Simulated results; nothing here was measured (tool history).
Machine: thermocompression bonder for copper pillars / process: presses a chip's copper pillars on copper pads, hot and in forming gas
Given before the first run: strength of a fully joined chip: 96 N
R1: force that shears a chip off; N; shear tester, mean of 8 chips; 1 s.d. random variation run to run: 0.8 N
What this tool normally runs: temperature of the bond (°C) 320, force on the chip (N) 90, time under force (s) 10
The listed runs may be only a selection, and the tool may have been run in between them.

{"run": 1, "hour": 0.0, "temperature of the bond (°C)": 320, "force on the chip (N)": 90, "time under force (s)": 10, "R1": 62.6}
{"run": 2, "hour": 20.0, "temperature of the bond (°C)": 327, "force on the chip (N)": 90, "time under force (s)": 10, "R1": 64.2}
{"run": 3, "hour": 31.2, "temperature of the bond (°C)": 327, "force on the chip (N)": 90, "time under force (s)": 10, "R1": 64.3}
{"run": 4, "hour": 44.8, "temperature of the bond (°C)": 326, "force on the chip (N)": 90, "time under force (s)": 10, "R1": 64.3}
{"run": 5, "hour": 54.7, "temperature of the bond (°C)": 326, "force on the chip (N)": 90, "time under force (s)": 10, "R1": 64.2}
{"run": 6, "hour": 66.4, "temperature of the bond (°C)": 320, "force on the chip (N)": 90, "time under force (s)": 10, "R1": 61.1}
{"run": 7, "hour": 84.8, "temperature of the bond (°C)": 320, "force on the chip (N)": 90, "time under force (s)": 10, "R1": 60.4}
{"run": 8, "hour": 98.1, "temperature of the bond (°C)": 320, "force on the chip (N)": 90, "time under force (s)": 10, "R1": 59.8}
{"run": 9, "hour": 115.6, "temperature of the bond (°C)": 320, "force on the chip (N)": 90, "time under force (s)": 10, "R1": 58}
{"run": 10, "hour": 128.4, "temperature of the bond (°C)": 320, "force on the chip (N)": 87, "time under force (s)": 10, "R1": 57.1}
{"run": 11, "hour": 149.4, "temperature of the bond (°C)": 320, "force on the chip (N)": 87, "time under force (s)": 10, "R1": 58.3}
{"run": 12, "hour": 167.2, "temperature of the bond (°C)": 320, "force on the chip (N)": 101, "time under force (s)": 10, "R1": 64.3}
{"run": 13, "hour": 178.0, "temperature of the bond (°C)": 320, "force on the chip (N)": 101, "time under force (s)": 10, "R1": 64.4}
{"run": 14, "hour": 188.0, "temperature of the bond (°C)": 320, "force on the chip (N)": 101, "time under force (s)": 10, "R1": 63.4}
{"run": 15, "hour": 203.0, "temperature of the bond (°C)": 320, "force on the chip (N)": 101, "time under force (s)": 10, "R1": 64}
{"run": 16, "hour": 213.6, "temperature of the bond (°C)": 320, "force on the chip (N)": 90, "time under force (s)": 6, "R1": 50.3}
{"run": 17, "hour": 229.9, "temperature of the bond (°C)": 320, "force on the chip (N)": 90, "time under force (s)": 6, "R1": 49.2}
{"run": 18, "hour": 243.8, "temperature of the bond (°C)": 320, "force on the chip (N)": 90, "time under force (s)": 6, "R1": 50.7}
{"run": 19, "hour": 258.2, "temperature of the bond (°C)": 320, "force on the chip (N)": 90, "time under force (s)": 6, "R1": 48.8}
{"run": 20, "hour": 277.6, "temperature of the bond (°C)": 297, "force on the chip (N)": 90, "time under force (s)": 23, "R1": 57.5}

What does the tool deliver on the next run?
{"run": 21, "hour": 298.7, "temperature of the bond (°C)": 301, "force on the chip (N)": 90, "time under force (s)": 17, "R1": "?"}

{"run 21": {"R1": 55.1}}
Take away the tool's hidden state, keep the run-to-run variation as it was, and the same run would have given R1 59.4 N.
